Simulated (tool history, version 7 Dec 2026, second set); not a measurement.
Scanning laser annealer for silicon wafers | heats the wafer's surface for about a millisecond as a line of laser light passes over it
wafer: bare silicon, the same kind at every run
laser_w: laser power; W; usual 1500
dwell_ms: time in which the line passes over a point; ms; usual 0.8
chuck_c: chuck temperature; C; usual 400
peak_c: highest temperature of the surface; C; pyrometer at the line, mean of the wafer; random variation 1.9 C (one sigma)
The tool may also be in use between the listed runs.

{"run": 1, "hour": 0.0, "laser_w": 1500, "dwell_ms": 0.8, "chuck_c": 400, "peak_c": 1202}
{"run": 2, "hour": 33.2, "laser_w": 1500, "dwell_ms": 0.832, "chuck_c": 400, "peak_c": 1214}
{"run": 3, "hour": 99.6, "laser_w": 1500, "dwell_ms": 0.832, "chuck_c": 400, "peak_c": 1217}
{"run": 4, "hour": 134.7, "laser_w": 1500, "dwell_ms": 0.832, "chuck_c": 400, "peak_c": 1212}
{"run": 5, "hour": 194.0, "laser_w": 1500, "dwell_ms": 0.832, "chuck_c": 400, "peak_c": 1216}
{"run": 6, "hour": 253.3, "laser_w": 1500, "dwell_ms": 0.8, "chuck_c": 400, "peak_c": 1202}
{"run": 7, "hour": 314.6, "laser_w": 1500, "dwell_ms": 0.8, "chuck_c": 400, "peak_c": 1199}
{"hour": 319.7, "done": "window over the wafer cleaned"}
{"run": 8, "hour": 345.2, "laser_w": 1481, "dwell_ms": 0.8, "chuck_c": 400, "peak_c": 1187}
{"run": 9, "hour": 388.5, "laser_w": 1481, "dwell_ms": 0.8, "chuck_c": 400, "peak_c": 1186}
{"run": 10, "hour": 434.1, "laser_w": 1481, "dwell_ms": 0.8, "chuck_c": 400, "peak_c": 1186}
{"run": 11, "hour": 480.5, "laser_w": 1481, "dwell_ms": 0.8, "chuck_c": 400, "peak_c": 1186}
{"run": 12, "hour": 539.0, "laser_w": 1481, "dwell_ms": 0.571, "chuck_c": 400, "peak_c": 1065}
{"run": 13, "hour": 593.4, "laser_w": 1634, "dwell_ms": 0.571, "chuck_c": 407, "peak_c": 1160}
{"run": 14, "hour": 626.7, "laser_w": 1633, "dwell_ms": 0.8, "chuck_c": 383, "peak_c": 1268}
{"run": 15, "hour": 654.4, "laser_w": 1633, "dwell_ms": 0.8, "chuck_c": 383, "peak_c": 1269}
{"run": 16, "hour": 716.8, "laser_w": 1500, "dwell_ms": 0.582, "chuck_c": 400, "peak_c": 1085}
{"run": 17, "hour": 759.5, "laser_w": 1379, "dwell_ms": 0.589, "chuck_c": 367, "peak_c": 990}
{"run": 18, "hour": 809.9, "laser_w": 1638, "dwell_ms": 0.589, "chuck_c": 391, "peak_c": 1158}
{"run": 19, "hour": 861.7, "laser_w": 1638, "dwell_ms": 0.589, "chuck_c": 391, "peak_c": 1154}

The next listed run, before its measurement:
{"run": 20, "hour": 930.4, "laser_w": 1638, "dwell_ms": 0.589, "chuck_c": 391, "peak_c": "?"}

{"run 20": {"peak_c": 1157}}
Without the tool's hidden state the same run would have given peak_c 1157 C.
